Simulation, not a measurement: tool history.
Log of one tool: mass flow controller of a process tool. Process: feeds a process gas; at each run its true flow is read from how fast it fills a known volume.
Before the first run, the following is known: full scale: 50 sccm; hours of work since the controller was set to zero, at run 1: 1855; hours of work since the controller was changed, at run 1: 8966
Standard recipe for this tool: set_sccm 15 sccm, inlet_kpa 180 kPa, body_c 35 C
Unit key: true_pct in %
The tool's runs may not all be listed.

| run | hour | set_sccm | inlet_kpa | body_c | hours of work since the controller was set to zero | hours of work since the controller was changed | true_pct |
|---|---|---|---|---|---|---|---|
| 1 | 0 | 15 | 180 | 35 | 1855 | 8966 | 104.85 |
| 2 | 312.2 | 15 | 180 | 35 | 2093 | 9204 | 104.92 |
| 3 | 542 | 15 | 180 | 35 | 2268 | 9379 | 105.1 |
| 4 | 779.8 | 15 | 180 | 35 | 2449 | 9560 | 105.43 |
| 5 | 988.7 | 15 | 180 | 35 | 2609 | 9719 | 105.52 |
| 6 | 1243.6 | 15 | 180 | 35 | 2803 | 9914 | 105.64 |
| 7 | 1528.6 | 15 | 180 | 35 | 3020 | 10131 | 106.06 |
| 8 | 1878.4 | 10 | 180 | 26 | 3287 | 10397 | 106.31 |
| 9 | 2281.7 | 10 | 180 | 26 | 3594 | 10705 | 106.72 |
| 10 | 2454.8 | 8 | 153 | 34 | 3726 | 10837 | 108.79 |
|  | 2480.5 | controller's zero set anew |
| 11 | 2656.9 | 8 | 153 | 34 | 134 | 10990 | 109.77 |
| 12 | 2921.3 | 8 | 169 | 34 | 336 | 11192 | 110.06 |
| 13 | 3169.2 | 8 | 169 | 34 | 525 | 11381 | 110.38 |
| 14 | 3343.8 | 15 | 224 | 35 | 658 | 11514 | 107.36 |

Branching from run 14: 3 alternative next runs. What would each branch give?
| A | 3754.1 | 9 | 154 | 22 | 970 | 11826 | ? |
| B | 3754.1 | 15 | 180 | 21 | 970 | 11826 | ? |
| C | 3754.1 | 11 | 218 | 26 | 970 | 11826 | ? |

| run | true_pct |
|---|---|
| A | 109.22 |
| B | 106.47 |
| C | 108.03 |
Had the tool no hidden state, the same runs would have come out as:
| run | true_pct |
|---|---|
| A | 99.53 |
| B | 99.15 |
| C | 99.42 |

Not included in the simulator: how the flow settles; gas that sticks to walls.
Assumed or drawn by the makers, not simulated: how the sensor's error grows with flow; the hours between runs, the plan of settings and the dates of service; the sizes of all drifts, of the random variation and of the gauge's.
